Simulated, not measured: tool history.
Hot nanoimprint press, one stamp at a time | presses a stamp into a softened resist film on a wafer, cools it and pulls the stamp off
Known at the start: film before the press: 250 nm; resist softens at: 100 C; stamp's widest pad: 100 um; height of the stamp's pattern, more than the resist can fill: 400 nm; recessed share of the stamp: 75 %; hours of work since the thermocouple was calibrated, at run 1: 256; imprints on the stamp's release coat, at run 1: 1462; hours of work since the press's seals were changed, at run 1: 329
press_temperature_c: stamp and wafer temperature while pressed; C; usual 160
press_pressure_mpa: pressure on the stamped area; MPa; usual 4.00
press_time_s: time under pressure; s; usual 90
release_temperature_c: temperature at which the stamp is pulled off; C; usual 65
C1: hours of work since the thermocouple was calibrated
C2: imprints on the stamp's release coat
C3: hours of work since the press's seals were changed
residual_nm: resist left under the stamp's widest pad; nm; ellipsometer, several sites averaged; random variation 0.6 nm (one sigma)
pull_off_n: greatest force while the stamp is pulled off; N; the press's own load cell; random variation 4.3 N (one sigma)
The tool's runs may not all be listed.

run 1 day=0.000 | press_temperature_c=160 press_pressure_mpa=4.00 press_time_s=90 release_temperature_c=65 | C1=256 C2=1462 C3=329 | residual_nm=98.0 pull_off_n=257
-- day=2.592 plate thermocouple calibrated
-- day=3.283 stamp cleaned and given a new release coat
run 2 day=3.288 | press_temperature_c=160 press_pressure_mpa=4.00 press_time_s=108 release_temperature_c=65 | C1=7 C2=0 C3=373 | residual_nm=95.1 pull_off_n=216
run 3 day=5.588 | press_temperature_c=160 press_pressure_mpa=4.00 press_time_s=108 release_temperature_c=65 | C1=42 C2=200 C3=408 | residual_nm=94.7 pull_off_n=214
run 4 day=8.588 | press_temperature_c=160 press_pressure_mpa=4.00 press_time_s=151 release_temperature_c=65 | C1=88 C2=461 C3=454 | residual_nm=81.0 pull_off_n=225
run 5 day=11.979 | press_temperature_c=160 press_pressure_mpa=4.00 press_time_s=151 release_temperature_c=65 | C1=139 C2=757 C3=506 | residual_nm=79.8 pull_off_n=230
run 6 day=15.362 | press_temperature_c=160 press_pressure_mpa=4.00 press_time_s=89 release_temperature_c=65 | C1=191 C2=1051 C3=557 | residual_nm=100.3 pull_off_n=235
run 7 day=17.162 | press_temperature_c=160 press_pressure_mpa=4.00 press_time_s=90 release_temperature_c=65 | C1=218 C2=1208 C3=585 | residual_nm=99.0 pull_off_n=252
run 8 day=18.829 | press_temperature_c=160 press_pressure_mpa=4.00 press_time_s=90 release_temperature_c=65 | C1=244 C2=1353 C3=610 | residual_nm=98.6 pull_off_n=246
-- day=22.138 plate thermocouple calibrated
run 9 day=22.162 | press_temperature_c=160 press_pressure_mpa=4.05 press_time_s=90 release_temperature_c=65 | C1=0 C2=1632 C3=659 | residual_nm=100.7 pull_off_n=263
-- day=23.429 stamp cleaned and given a new release coat
run 10 day=24.746 | press_temperature_c=165 press_pressure_mpa=4.21 press_time_s=90 release_temperature_c=56 | C1=36 C2=115 C3=694 | residual_nm=76.1 pull_off_n=262
run 11 day=27.738 | press_temperature_c=165 press_pressure_mpa=4.21 press_time_s=90 release_temperature_c=56 | C1=82 C2=375 C3=740 | residual_nm=74.7 pull_off_n=265
-- day=29.338 press's hydraulic seals changed and the load cell set to zero
run 12 day=30.112 | press_temperature_c=165 press_pressure_mpa=4.21 press_time_s=90 release_temperature_c=56 | C1=113 C2=553 C3=12 | residual_nm=73.7 pull_off_n=276
run 13 day=31.508 | press_temperature_c=151 press_pressure_mpa=4.21 press_time_s=147 release_temperature_c=56 | C1=134 C2=675 C3=33 | residual_nm=125.8 pull_off_n=282
run 14 day=32.954 | press_temperature_c=155 press_pressure_mpa=4.14 press_time_s=147 release_temperature_c=56 | C1=156 C2=800 C3=55 | residual_nm=102.9 pull_off_n=280
run 15 day=35.946 | press_temperature_c=165 press_pressure_mpa=2.72 press_time_s=98 release_temperature_c=53 | C1=202 C2=1061 C3=101 | residual_nm=87.3 pull_off_n=305
run 16 day=38.638 | press_temperature_c=154 press_pressure_mpa=4.02 press_time_s=98 release_temperature_c=53 | C1=243 C2=1295 C3=142 | residual_nm=126.7 pull_off_n=312
run 17 day=40.600 | press_temperature_c=157 press_pressure_mpa=2.57 press_time_s=98 release_temperature_c=53 | C1=273 C2=1466 C3=172 | residual_nm=130.1 pull_off_n=327

Hidden state at the last listed run before each entry between runs and at the first one after, where it differs:
Between runs 1 and 2: plate thermocouple calibrated (day 2.592); stamp cleaned and given a new release coat (day 3.283)
  true temperature over the reading, C: 0.74 -> -0.2; pressure that arrives at the usual setting, %: 98.85 -> 98.72; grip of the stamp's worn release coat, % over a new coat's: 24.8 -> 0
  measured less the result without the state, residual_nm: -3.2 -> +1.6 nm; pull_off_n: +47 -> +1 N
Between runs 8 and 9: plate thermocouple calibrated (day 22.138)
  true temperature over the reading, C: 0.59 -> 0.05; pressure that arrives at the usual setting, %: 98.05 -> 97.92; grip of the stamp's worn release coat, % over a new coat's: 22.9 -> 27.8
  measured less the result without the state, residual_nm: -2.1 -> +0.7 nm; pull_off_n: +44 -> +57 N
Between runs 9 and 10: stamp cleaned and given a new release coat (day 23.429)
  true temperature over the reading, C: 0.05 -> 0.16; pressure that arrives at the usual setting, %: 97.92 -> 97.82; grip of the stamp's worn release coat, % over a new coat's: 27.8 -> 1.9
  measured less the result without the state, residual_nm: +0.7 -> +0.2 nm; pull_off_n: +57 -> +4 N
Between runs 11 and 12: press's hydraulic seals changed and the load cell set to zero (day 29.338)
  true temperature over the reading, C: 0.31 -> 0.42; pressure that arrives at the usual setting, %: 97.68 -> 100.32; grip of the stamp's worn release coat, % over a new coat's: 6.2 -> 9.2
  measured less the result without the state, residual_nm: -0.3 -> -1.7 nm; pull_off_n: +14 -> +21 N
